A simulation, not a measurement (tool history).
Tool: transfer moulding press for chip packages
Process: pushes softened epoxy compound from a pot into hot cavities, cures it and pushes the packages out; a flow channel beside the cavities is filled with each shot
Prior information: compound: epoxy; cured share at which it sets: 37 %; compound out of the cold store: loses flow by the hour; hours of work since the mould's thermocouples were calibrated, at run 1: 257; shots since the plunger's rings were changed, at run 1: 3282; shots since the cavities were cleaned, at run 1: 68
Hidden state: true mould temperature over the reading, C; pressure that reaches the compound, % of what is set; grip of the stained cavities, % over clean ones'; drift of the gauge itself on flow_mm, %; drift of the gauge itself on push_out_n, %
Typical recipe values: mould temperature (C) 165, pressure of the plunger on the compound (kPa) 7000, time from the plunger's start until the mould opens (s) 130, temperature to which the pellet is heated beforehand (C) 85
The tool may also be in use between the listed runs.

run	hour	mould temperature (C)	pressure of the plunger on the compound (kPa)	time from the plunger's start until the mould opens (s)	temperature to which the pellet is heated beforehand (C)	hours of work since the mould's thermocouples were calibrated	shots since the plunger's rings were changed	shots since the cavities were cleaned	incoming compound's hours out of the cold store	length that the compound runs in the flow channel (mm)	greatest force on the pins that push the packages out (N)
1	0.0	165	7000	130	85	257	3282	68	36.1	893	540
2	20.4	165	7000	130	85	270	3462	248	32.5	907	593
3	36.6	165	5930	130	85	280	3604	390	17.1	894	676
4	47.2	167	5930	130	85	287	3697	483	35.8	815	622
# hour 60.5: cavities cleaned with cleaning compound and waxed
5	71.3	165	5350	130	85	301	3895	94	8.5	881	566
6	89.1	165	5350	130	85	312	4052	251	38.7	767	606
# hour 99.1: mould's thermocouples calibrated
7	103.0	165	7000	130	80	2	4157	356	24.0	931	657
8	123.7	165	7000	130	80	16	4339	538	26.3	923	720
# hour 131.4: cavities cleaned with cleaning compound and waxed
9	141.7	165	7000	130	80	26	4484	90	27.5	917	558
# hour 153.3: plunger's sealing rings changed
10	154.1	165	7000	130	79	32	8	177	20.9	1002	585
11	171.8	165	7000	145	85	43	163	332	43.8	907	582
# hour 189.7: mould's thermocouples calibrated, once more
12	191.2	162	7000	130	85	1	316	485	13.5	1051	776
# hour 205.2: cavities cleaned with cleaning compound and waxed
13	210.3	162	7000	130	85	12	471	45	31.0	976	551
14	226.6	165	7000	130	85	22	614	188	41.4	909	545
15	244.1	159	7000	124	85	33	768	342	29.0	989	961
16	257.0	168	7000	119	89	42	882	456	29.1	935	651
# hour 274.6: cavities cleaned with cleaning compound and waxed
17	277.6	167	6040	130	89	54	1049	26	25.5	888	461
18	288.9	165	7000	115	87	61	1149	126	23.4	976	640
19	303.1	165	7000	131	86	70	1274	251	23.5	978	602
20	317.7	165	7000	131	86	79	1402	379	15.8	1011	647
21	336.4	171	7000	113	92	91	1566	543	25.9	936	665
# hour 342.9: cavities cleaned with cleaning compound and waxed
22	358.6	163	8680	119	77	104	1748	138	31.2	1047	706
23	372.9	173	5620	130	85	113	1874	264	35.5	795	575

Run 24, settings as shown, results not yet in. Your forecast:
24	396.0	173	5620	130	85	127	2076	466	46.9	?	?

Run 24 measured length that the compound runs in the flow channel (mm) 759, greatest force on the pins that push the packages out (N) 600.
If the tool had no hidden condition, the same run with the same run-to-run variation would have returned length that the compound runs in the flow channel (mm) 782, greatest force on the pins that push the packages out (N) 421.

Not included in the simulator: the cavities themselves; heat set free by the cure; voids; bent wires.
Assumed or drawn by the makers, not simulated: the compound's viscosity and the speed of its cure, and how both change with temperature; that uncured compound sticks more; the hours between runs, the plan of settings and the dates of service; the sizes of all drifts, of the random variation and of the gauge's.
